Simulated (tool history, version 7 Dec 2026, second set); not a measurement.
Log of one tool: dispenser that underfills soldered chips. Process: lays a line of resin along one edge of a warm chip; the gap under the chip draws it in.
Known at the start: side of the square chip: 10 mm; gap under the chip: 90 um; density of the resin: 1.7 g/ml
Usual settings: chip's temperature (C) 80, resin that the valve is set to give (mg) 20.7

| run | hour | chip's temperature (C) | resin that the valve is set to give (mg) | time until the resin shows at the far edge (s) | resin that the valve gave (mg) |
|---|---|---|---|---|---|
| 1 | 0 | 80 | 20.7 | 42.3 | 20.61 |
| 2 | 9.4 | 67 | 20.7 | 91.5 | 20.56 |
|  | 10.9 | new syringe of resin |
|  | 23.5 | new syringe of resin |
| 3 | 24.3 | 80 | 25.9 | 38.2 | 25.65 |
|  | 36.5 | new syringe of resin |
| 4 | 40.2 | 80 | 25.9 | 43.7 | 25.51 |
|  | 48.9 | new syringe of resin |
| 5 | 52.3 | 80 | 25.9 | 41.8 | 25.43 |
|  | 61.4 | new syringe of resin |
| 6 | 68.7 | 80 | 25.9 | 48.8 | 25.33 |
|  | 73.6 | new syringe of resin |
|  | 74.6 | dispensing valve cleaned and set on the balance |
| 7 | 80 | 72 | 20.7 | 61.7 | 20.72 |
|  | 87.7 | new syringe of resin |
| 8 | 92.5 | 72 | 20.7 | 60.4 | 20.65 |
|  | 99.8 | new syringe of resin |
| 9 | 101.5 | 80 | 20.7 | 41.1 | 20.58 |
| 10 | 109.3 | 80 | 20.7 | 52.6 | 20.56 |
|  | 112.1 | new syringe of resin |
| 11 | 119.4 | 80 | 23.8 | 49.5 | 23.5 |
|  | 125 | new syringe of resin |
| 12 | 133.3 | 80 | 23.8 | 47.8 | 23.43 |
|  | 137.7 | new syringe of resin |
| 13 | 144.5 | 80 | 23.8 | 47.2 | 23.38 |
|  | 148.5 | dispensing valve cleaned and set on the balance |
|  | 151.3 | new syringe of resin |
| 14 | 154.8 | 80 | 23.8 | 40.8 | 23.83 |
| 15 | 162 | 80 | 23.8 | 51.8 | 23.73 |
|  | 163.6 | new syringe of resin |
| 16 | 170 | 80 | 20.7 | 46.4 | 20.61 |
|  | 176.3 | new syringe of resin |
| 17 | 185.4 | 80 | 18.4 | 54.9 | 18.22 |
|  | 188.8 | new syringe of resin |
| 18 | 196.1 | 85 | 25.3 | 39.5 | 25 |
|  | 201.3 | new syringe of resin |
| 19 | 204.9 | 70 | 23.6 | 61.3 | 23.24 |
|  | 213.7 | new syringe of resin |
| 20 | 214.3 | 84 | 22.5 | 33.5 | 22.11 |
|  | 223.7 | dispensing valve cleaned and set on the balance |
|  | 227.5 | new syringe of resin |
| 21 | 227.9 | 85 | 23.8 | 31.1 | 23.76 |
|  | 240 | new syringe of resin |
| 22 | 244.2 | 85 | 23.8 | 35.6 | 23.74 |
| 23 | 250.9 | 85 | 23.8 | 44.7 | 23.67 |
|  | 252.2 | new syringe of resin |
|  | 264.8 | new syringe of resin |
| 24 | 267.5 | 85 | 23.8 | 33 | 23.54 |
|  | 277 | new syringe of resin |
| 25 | 280.7 | 94 | 25.7 | 25.9 | 25.35 |
|  | 290 | new syringe of resin |
| 26 | 296.6 | 94 | 25.7 | 27.3 | 25.25 |
|  | 299 | dispensing valve cleaned and set on the balance |
|  | 304.2 | new syringe of resin |
| 27 | 308.1 | 84 | 20.7 | 37 | 20.68 |
|  | 316.4 | new syringe of resin |
| 28 | 322.7 | 84 | 20.7 | 40 | 20.52 |
|  | 329.4 | new syringe of resin |
| 29 | 339.4 | 84 | 21.4 | 44.3 | 21.19 |
|  | 342.3 | new syringe of resin |
| 30 | 351.3 | 84 | 21.4 | 44.1 | 21.08 |
|  | 354.4 | new syringe of resin |
| 31 | 361.5 | 84 | 21.4 | 41.2 | 20.99 |
|  | 367.1 | new syringe of resin |
| 32 | 370.3 | 79 | 22.3 | 41.8 | 21.82 |
|  | 373.5 | dispensing valve cleaned and set on the balance |
| 33 | 379 | 91 | 24.4 | 34.9 | 24.33 |

3 ways to go on from here, each from the tool as it stands after run 33. What would each give?
|  | 380.4 | new syringe of resin |
|  | 393.2 | new syringe of resin |
| A | 393.2 | 80 | 20.7 | ? | ? |
|  | 380.4 | new syringe of resin |
|  | 393.2 | new syringe of resin |
| B | 393.2 | 71 | 24.4 | ? | ? |
|  | 380.4 | new syringe of resin |
|  | 393.2 | new syringe of resin |
| C | 393.2 | 91 | 18 | ? | ? |

| run | time until the resin shows at the far edge (s) | resin that the valve gave (mg) |
|---|---|---|
| A | 36.6 | 20.55 |
| B | 49.4 | 24.22 |
| C | 26.6 | 17.87 |
Without the tool's hidden state the same runs would have given:
| run | time until the resin shows at the far edge (s) | resin that the valve gave (mg) |
|---|---|---|
| A | 41 | 20.7 |
| B | 55.8 | 24.4 |
| C | 29.6 | 17.99 |

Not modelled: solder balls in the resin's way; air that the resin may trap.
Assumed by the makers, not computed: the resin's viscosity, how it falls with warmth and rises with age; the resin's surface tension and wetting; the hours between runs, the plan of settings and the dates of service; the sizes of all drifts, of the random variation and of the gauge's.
